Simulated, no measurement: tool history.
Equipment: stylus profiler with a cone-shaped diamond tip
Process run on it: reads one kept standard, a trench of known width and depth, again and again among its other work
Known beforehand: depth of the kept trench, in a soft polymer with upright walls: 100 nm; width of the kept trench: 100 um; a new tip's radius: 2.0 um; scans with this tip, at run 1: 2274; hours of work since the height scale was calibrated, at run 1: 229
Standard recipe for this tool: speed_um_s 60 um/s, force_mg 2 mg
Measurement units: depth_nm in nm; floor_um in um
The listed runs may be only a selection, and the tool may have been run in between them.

run      day  speed_um_s  force_mg  scans with this tip  hours of work since the height scale was calibrated  depth_nm  floor_um
  1        0          60         2                 2274                                                  229    100.71     98.19
  2    3.621          60         2                 2795                                                  281    100.73     98.02
  3    7.383          60         2                 3336                                                  336    100.72     98.05
  4    9.842          60      0.97                 3689                                                  371    100.57     97.82
  5   12.333          60      5.99                 4047                                                  407    101.54     98.05
  6   16.088          60      5.99                 4587                                                  462    101.55     98.07
  7    20.95          60      5.99                 5287                                                  532    101.55     97.99
  8   26.183         133      5.99                 6039                                                  608    101.57     97.66
  9   28.525         133      5.99                 6376                                                  642     101.6     97.69
 10   33.296          60         2                 7061                                                  711    100.89     97.68
 11   38.808          60         2                 7854                                                  790    100.91     97.56
 12     43.6          60         2                 8543                                                  860    100.96     97.54
 13   47.817          60         2                 9150                                                  921    100.92     97.57
      49.058  -- new tip fitted, height scale calibrated
 14   50.938          60         2                  270                                                   27    100.58      98.4
 15   55.704          60         2                  955                                                   96     100.7     98.32
 16   60.721          60      4.71                 1677                                                  169    101.21     98.33
 17   64.904          60         2                 2279                                                  229    100.68     98.14
 18   70.358          21         2                 3063                                                  308    100.71     98.32
 19   74.083          21         2                 3598                                                  362    100.72     98.23
 20   77.896          86      0.85                 4146                                                  417    100.47     97.57
 21   81.408         120      2.27                 4651                                                  468    100.82     97.61
 22   85.975          48      5.44                 5308                                                  534    101.46        98
 23   90.279          48      5.44                 5927                                                  597    101.43     97.96
 24   95.567          25      4.12                 6688                                                  673    101.23     98.01
 25   98.025          24         2                 7041                                                  709    100.82      97.9
 26  100.304          24         2                 7369                                                  742     100.9     97.87
 27  103.233          24         2                 7789                                                  784    100.84     97.85
 28  106.483          69      0.85                 8257                                                  831    100.58     97.37
 29  111.758         178      0.79                 9016                                                  907    100.63     96.32
     113.817  -- new tip fitted, height scale calibrated
 30  115.425          20      0.85                  232                                                   23    100.37     98.53
 31  118.192          29      1.16                  629                                                   63    100.39     98.46
 32  123.392          15      5.38                 1377                                                  139     101.3      98.5
 33  126.729          28       0.8                 1857                                                  187     100.4     98.27
 34  129.525          28       0.8                 2259                                                  227    100.33     98.22
 35  132.142          29      5.13                 2635                                                  265    101.31     98.33
 36  136.212          59      1.87                 3220                                                  324    100.77     98.08
 37  140.638          54      1.33                 3857                                                  388    100.59        98
 38  143.712         166         2                 4299                                                  433    100.79     97.37

Predict each of these 4 candidate next runs independently; none follows another, all start after run 38:
  A  147.054         166      0.84                 4780                                                  481         ?         ?
  B  147.054          25      1.12                 4780                                                  481         ?         ?
  C  147.054         166      3.84                 4780                                                  481         ?         ?
  D  147.054          66      2.11                 4780                                                  481         ?         ?

run  depth_nm  floor_um
  A    100.53     96.82
  B     100.6      98.1
  C    101.17     97.61
  D    100.82     97.88
The same runs, with their run-to-run variation unchanged, on a tool lacking any hidden condition would have given:
run  depth_nm  floor_um
  A     100.4     97.33
  B    100.47      98.6
  C    101.05     98.12
  D     100.7     98.38

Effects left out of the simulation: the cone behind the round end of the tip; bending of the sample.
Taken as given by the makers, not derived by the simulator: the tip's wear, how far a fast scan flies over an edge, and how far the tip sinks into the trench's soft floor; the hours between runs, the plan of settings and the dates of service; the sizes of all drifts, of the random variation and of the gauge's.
